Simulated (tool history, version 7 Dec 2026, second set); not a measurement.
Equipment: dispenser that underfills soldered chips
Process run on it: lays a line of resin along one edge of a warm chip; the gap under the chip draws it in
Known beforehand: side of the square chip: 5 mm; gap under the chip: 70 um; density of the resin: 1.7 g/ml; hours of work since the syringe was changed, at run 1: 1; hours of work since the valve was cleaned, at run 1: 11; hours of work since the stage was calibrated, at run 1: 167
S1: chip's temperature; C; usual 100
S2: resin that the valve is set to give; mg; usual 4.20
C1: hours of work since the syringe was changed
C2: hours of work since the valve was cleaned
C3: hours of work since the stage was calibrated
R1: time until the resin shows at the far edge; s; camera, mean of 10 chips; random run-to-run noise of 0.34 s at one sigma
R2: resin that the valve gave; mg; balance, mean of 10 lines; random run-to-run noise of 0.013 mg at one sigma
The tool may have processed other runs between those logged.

Run 1, hour 0.0: usual settings; C1 1; C2 11; C3 167. Result: R1 15.9 s, R2 4.18 mg.
Run 2, hour 3.2: usual settings; C1 3; C2 13; C3 170. Result: R1 20.3 s, R2 4.16 mg.
Run 3, hour 7.6: usual settings but S1 95 C; C1 6; C2 16; C3 172. Result: R1 31.5 s, R2 4.20 mg.
Run 4, hour 11.0: usual settings but S1 95 C; C1 8; C2 18; C3 175. Result: R1 38.5 s, R2 4.17 mg.
At hour 11.8: new syringe of resin.
Run 5, hour 17.3: usual settings but S2 3.70 mg; C1 4; C2 22; C3 179. Result: R1 22.6 s, R2 3.65 mg.
Run 6, hour 22.2: usual settings but S1 96 C; C1 7; C2 26; C3 182. Result: R1 33.9 s, R2 4.15 mg.
At hour 24.6: new syringe of resin.
Run 7, hour 25.6: usual settings but S1 97 C; C1 1; C2 28; C3 184. Result: R1 19.1 s, R2 4.11 mg.
Run 8, hour 29.6: usual settings but S1 97 C; C1 3; C2 31; C3 187. Result: R1 23.5 s, R2 4.11 mg.
Run 9, hour 35.4: usual settings but S2 5.15 mg; C1 7; C2 34; C3 191. Result: R1 28.4 s, R2 5.05 mg.
At hour 37.4: new syringe of resin.
Run 10, hour 42.6: usual settings but S2 5.15 mg; C1 4; C2 39; C3 195. Result: R1 20.4 s, R2 5.04 mg.
Run 11, hour 45.8: usual settings but S1 86 C, S2 3.99 mg; C1 6; C2 41; C3 198. Result: R1 44.6 s, R2 3.88 mg.
At hour 50.1: new syringe of resin.
Run 12, hour 50.8: usual settings but S1 93 C, S2 4.83 mg; C1 0; C2 44; C3 201. Result: R1 20.9 s, R2 4.69 mg.
At hour 52.8: dispensing valve cleaned and set on the balance.
Run 13, hour 56.5: usual settings but S1 93 C, S2 4.83 mg; C1 4; C2 3; C3 204. Result: R1 27.0 s, R2 4.84 mg.
Run 14, hour 60.6: usual settings but S1 105 C, S2 4.94 mg; C1 6; C2 5; C3 207. Result: R1 20.7 s, R2 4.94 mg.
At hour 64.1: new syringe of resin.
Run 15, hour 67.7: usual settings but S1 102 C, S2 3.81 mg; C1 2; C2 10; C3 211. Result: R1 18.6 s, R2 3.81 mg.
Run 16, hour 71.0: usual settings but S1 104 C; C1 5; C2 12; C3 213. Result: R1 19.7 s, R2 4.15 mg.
At hour 76.9: new syringe of resin.
Run 17, hour 78.5: usual settings but S2 5.26 mg; C1 1; C2 17; C3 218. Result: R1 16.5 s, R2 5.20 mg.
Run 18, hour 82.1: usual settings but S2 5.26 mg; C1 4; C2 19; C3 221. Result: R1 19.8 s, R2 5.20 mg.
Run 19, hour 86.3: usual settings but S1 108 C, S2 5.05 mg; C1 6; C2 22; C3 223. Result: R1 18.5 s, R2 4.99 mg.
At hour 89.8: new syringe of resin.
Run 20, hour 92.4: usual settings but S1 108 C, S2 5.05 mg; C1 2; C2 26; C3 227. Result: R1 13.7 s, R2 4.98 mg.

Below are 3 alternative next runs, each starting from the tool's condition after run 20. Predict each:
Run A, hour 96.6: usual settings but S1 108 C, S2 4.48 mg; C1 5; C2 29; C3 230. Result: R1 ?, R2 ?.
Run B, hour 96.6: usual settings but S1 107 C, S2 3.63 mg; C1 5; C2 29; C3 230. Result: R1 ?, R2 ?.
Run C, hour 96.6: usual settings but S1 106 C, S2 4.44 mg; C1 5; C2 29; C3 230. Result: R1 ?, R2 ?.

run    R1    R2
  A  16.5  4.42
  B  17.9  3.59
  C  17.9  4.37
The same runs, with their run-to-run variation unchanged, on a tool lacking any hidden condition would have given:
run    R1    R2
  A  12.1  4.48
  B  13.0  3.65
  C  13.0  4.43

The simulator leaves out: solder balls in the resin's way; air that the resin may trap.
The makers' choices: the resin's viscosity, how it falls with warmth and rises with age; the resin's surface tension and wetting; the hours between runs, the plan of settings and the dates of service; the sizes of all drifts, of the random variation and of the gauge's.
